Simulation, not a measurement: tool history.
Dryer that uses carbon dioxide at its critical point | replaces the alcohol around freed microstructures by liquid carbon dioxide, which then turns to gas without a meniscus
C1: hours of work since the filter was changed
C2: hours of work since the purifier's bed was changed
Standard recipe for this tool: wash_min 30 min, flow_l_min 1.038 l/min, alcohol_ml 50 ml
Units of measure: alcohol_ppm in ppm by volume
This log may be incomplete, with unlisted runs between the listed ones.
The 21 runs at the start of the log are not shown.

run 22 hour=709.2 | wash_min=30 flow_l_min=1.038 alcohol_ml=51 | C1=181 C2=323 | alcohol_ppm=95
run 23 hour=733.4 | wash_min=26 flow_l_min=1.760 alcohol_ml=51 | C1=196 C2=338 | alcohol_ppm=64
run 24 hour=754.8 | wash_min=26 flow_l_min=1.760 alcohol_ml=51 | C1=210 C2=352 | alcohol_ppm=84
-- hour=775.3 inlet filter changed
run 25 hour=797.0 | wash_min=26 flow_l_min=1.760 alcohol_ml=51 | C1=14 C2=379 | alcohol_ppm=78
run 26 hour=838.6 | wash_min=45 flow_l_min=1.038 alcohol_ml=34 | C1=41 C2=405 | alcohol_ppm=67
run 27 hour=876.3 | wash_min=30 flow_l_min=1.050 alcohol_ml=72 | C1=65 C2=430 | alcohol_ppm=109
run 28 hour=913.4 | wash_min=39 flow_l_min=1.380 alcohol_ml=50 | C1=89 C2=454 | alcohol_ppm=88
run 29 hour=936.3 | wash_min=39 flow_l_min=1.380 alcohol_ml=50 | C1=104 C2=468 | alcohol_ppm=90
run 30 hour=963.9 | wash_min=30 flow_l_min=1.030 alcohol_ml=85 | C1=121 C2=486 | alcohol_ppm=134
run 31 hour=997.7 | wash_min=30 flow_l_min=1.030 alcohol_ml=85 | C1=143 C2=508 | alcohol_ppm=134
run 32 hour=1027.8 | wash_min=18 flow_l_min=0.750 alcohol_ml=50 | C1=162 C2=527 | alcohol_ppm=890
run 33 hour=1059.7 | wash_min=30 flow_l_min=0.910 alcohol_ml=29 | C1=183 C2=548 | alcohol_ppm=123
run 34 hour=1094.7 | wash_min=19 flow_l_min=0.850 alcohol_ml=59 | C1=205 C2=570 | alcohol_ppm=638
-- hour=1124.7 inlet filter changed
run 35 hour=1141.5 | wash_min=48 flow_l_min=1.038 alcohol_ml=98 | C1=11 C2=600 | alcohol_ppm=117
run 36 hour=1186.8 | wash_min=39 flow_l_min=1.290 alcohol_ml=21 | C1=40 C2=629 | alcohol_ppm=123
run 37 hour=1226.6 | wash_min=39 flow_l_min=1.230 alcohol_ml=29 | C1=66 C2=654 | alcohol_ppm=131
run 38 hour=1260.7 | wash_min=39 flow_l_min=1.230 alcohol_ml=29 | C1=87 C2=676 | alcohol_ppm=122
run 39 hour=1295.0 | wash_min=23 flow_l_min=0.810 alcohol_ml=50 | C1=110 C2=698 | alcohol_ppm=387
run 40 hour=1324.3 | wash_min=20 flow_l_min=0.970 alcohol_ml=55 | C1=128 C2=717 | alcohol_ppm=369
run 41 hour=1360.0 | wash_min=25 flow_l_min=1.038 alcohol_ml=64 | C1=151 C2=740 | alcohol_ppm=204
run 42 hour=1382.5 | wash_min=33 flow_l_min=1.320 alcohol_ml=50 | C1=166 C2=755 | alcohol_ppm=157
run 43 hour=1421.0 | wash_min=33 flow_l_min=1.310 alcohol_ml=120 | C1=191 C2=779 | alcohol_ppm=159

What if the next run were any one of these 4? Each begins from the tool's condition after run 43:
run A hour=1463.2 | wash_min=30 flow_l_min=1.340 alcohol_ml=50 | C1=218 C2=806 | alcohol_ppm=?
run B hour=1463.2 | wash_min=25 flow_l_min=0.650 alcohol_ml=50 | C1=218 C2=806 | alcohol_ppm=?
run C hour=1463.2 | wash_min=48 flow_l_min=1.038 alcohol_ml=50 | C1=218 C2=806 | alcohol_ppm=?
run D hour=1463.2 | wash_min=33 flow_l_min=0.740 alcohol_ml=60 | C1=218 C2=806 | alcohol_ppm=?

run=A alcohol_ppm=152
run=B alcohol_ppm=633
run=C alcohol_ppm=161
run=D alcohol_ppm=268
Stripped of hidden state, with their random variation kept, the same runs would have yielded:
run=A alcohol_ppm=0
run=B alcohol_ppm=404
run=C alcohol_ppm=10
run=D alcohol_ppm=92
